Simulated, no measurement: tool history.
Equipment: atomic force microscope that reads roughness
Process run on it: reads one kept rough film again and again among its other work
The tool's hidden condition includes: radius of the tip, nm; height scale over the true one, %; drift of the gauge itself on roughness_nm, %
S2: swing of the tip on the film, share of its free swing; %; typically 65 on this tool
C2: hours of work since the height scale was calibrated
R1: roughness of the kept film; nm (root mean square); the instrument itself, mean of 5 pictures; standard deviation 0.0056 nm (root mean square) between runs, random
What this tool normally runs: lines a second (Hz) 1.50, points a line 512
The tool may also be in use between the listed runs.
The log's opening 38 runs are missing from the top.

Run 39, hour 462.8: usual settings but lines a second (Hz) 3.90, points a line 567; pictures with this tip 202; C2 494. Result: R1 0.758 nm (root mean square).
Run 40, hour 472.0: usual settings but S2 71 %; pictures with this tip 216; C2 499. Result: R1 0.782 nm (root mean square).
Run 41, hour 486.7: usual settings but S2 57 %, points a line 296; pictures with this tip 239; C2 507. Result: R1 0.780 nm (root mean square).
Run 42, hour 498.1: usual settings but S2 57 %, points a line 296; pictures with this tip 257; C2 513. Result: R1 0.756 nm (root mean square).
Run 43, hour 513.3: usual settings but S2 57 %, points a line 296; pictures with this tip 280; C2 521. Result: R1 0.747 nm (root mean square).
At hour 529.3: new tip fitted.
Run 44, hour 529.3: usual settings but S2 57 %, points a line 296; pictures with this tip 0; C2 530. Result: R1 0.974 nm (root mean square).
Run 45, hour 537.7: usual settings but S2 90 %, points a line 686; pictures with this tip 13; C2 534. Result: R1 0.869 nm (root mean square).
Run 46, hour 551.2: usual settings but lines a second (Hz) 1.88, S2 68 %, points a line 874; pictures with this tip 34; C2 542. Result: R1 0.913 nm (root mean square).
Run 47, hour 566.7: usual settings but lines a second (Hz) 0.73, S2 68 %, points a line 874; pictures with this tip 58; C2 550. Result: R1 0.936 nm (root mean square).
Run 48, hour 575.4: usual settings but lines a second (Hz) 0.73, S2 68 %, points a line 874; pictures with this tip 71; C2 555. Result: R1 0.912 nm (root mean square).
Run 49, hour 582.4: usual settings but lines a second (Hz) 1.54, S2 87 %, points a line 298; pictures with this tip 82; C2 558. Result: R1 0.795 nm (root mean square).
Run 50, hour 598.2: usual settings but lines a second (Hz) 3.22, S2 87 %, points a line 321; pictures with this tip 106; C2 567. Result: R1 0.694 nm (root mean square).
Run 51, hour 612.0: usual settings but lines a second (Hz) 1.19, S2 81 %, points a line 321; pictures with this tip 127; C2 574. Result: R1 0.809 nm (root mean square).

5 options for the next run, each taken on its own from the tool as it stands now. Forecast them:
Run A, hour 622.1: usual settings but lines a second (Hz) 2.81; pictures with this tip 143; C2 580. Result: R1 ?.
Run B, hour 622.1: usual settings but lines a second (Hz) 0.85, S2 87 %; pictures with this tip 143; C2 580. Result: R1 ?.
Run C, hour 622.1: usual settings but lines a second (Hz) 3.61; pictures with this tip 143; C2 580. Result: R1 ?.
Run D, hour 622.1: usual settings but lines a second (Hz) 1.71, S2 81 %, points a line 406; pictures with this tip 143; C2 580. Result: R1 ?.
Run E, hour 622.1: usual settings but lines a second (Hz) 1.19, S2 82 %, points a line 321; pictures with this tip 143; C2 580. Result: R1 ?.

run     R1
  A  0.816
  B  0.815
  C  0.799
  D  0.774
  E  0.793
With the hidden condition removed and each run's random variation left untouched, the same runs would have given:
run     R1
  A  0.948
  B  0.947
  C  0.927
  D  0.898
  E  0.922
